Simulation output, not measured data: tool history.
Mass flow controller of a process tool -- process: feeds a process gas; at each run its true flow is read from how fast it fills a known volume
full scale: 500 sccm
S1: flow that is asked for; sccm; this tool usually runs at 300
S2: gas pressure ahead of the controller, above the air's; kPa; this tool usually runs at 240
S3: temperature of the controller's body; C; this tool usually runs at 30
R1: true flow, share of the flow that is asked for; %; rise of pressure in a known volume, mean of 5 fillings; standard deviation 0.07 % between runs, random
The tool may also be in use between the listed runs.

run,hour,S1,S2,S3,R1
1,0,300,240,30,96.85
2,79.2,300,240,30,96.88
3,229.3,300,240,30,96.82
4,358.7,300,240,30,96.88
5,433.7,300,240,30,96.83
6,565.5,300,240,30,96.77
7,697.3,300,240,30,96.73
8,843.5,300,240,30,96.67
9,939.2,184,240,36,94.64
10,1052,474,244,39,96.86
11,1199.7,103,280,25,94.29
12,1347.8,116,240,23,94.34
13,1439.2,271,229,30,96.03
14,1545.4,271,229,30,96.02
15,1664.7,53,171,30,89.12

Consider 3 possible next runs. They are alternatives, not a sequence: every one starts from the tool as it was left by run 15. What does each give?
A,1801.4,53,171,27,?
B,1801.4,124,162,34,?
C,1801.4,300,238,30,?

run,R1
A,89.38
B,92.69
C,96.38
With the hidden condition removed and each run's random variation left untouched, the same runs would have given:
run,R1
A,96.9
B,96.52
C,98.6

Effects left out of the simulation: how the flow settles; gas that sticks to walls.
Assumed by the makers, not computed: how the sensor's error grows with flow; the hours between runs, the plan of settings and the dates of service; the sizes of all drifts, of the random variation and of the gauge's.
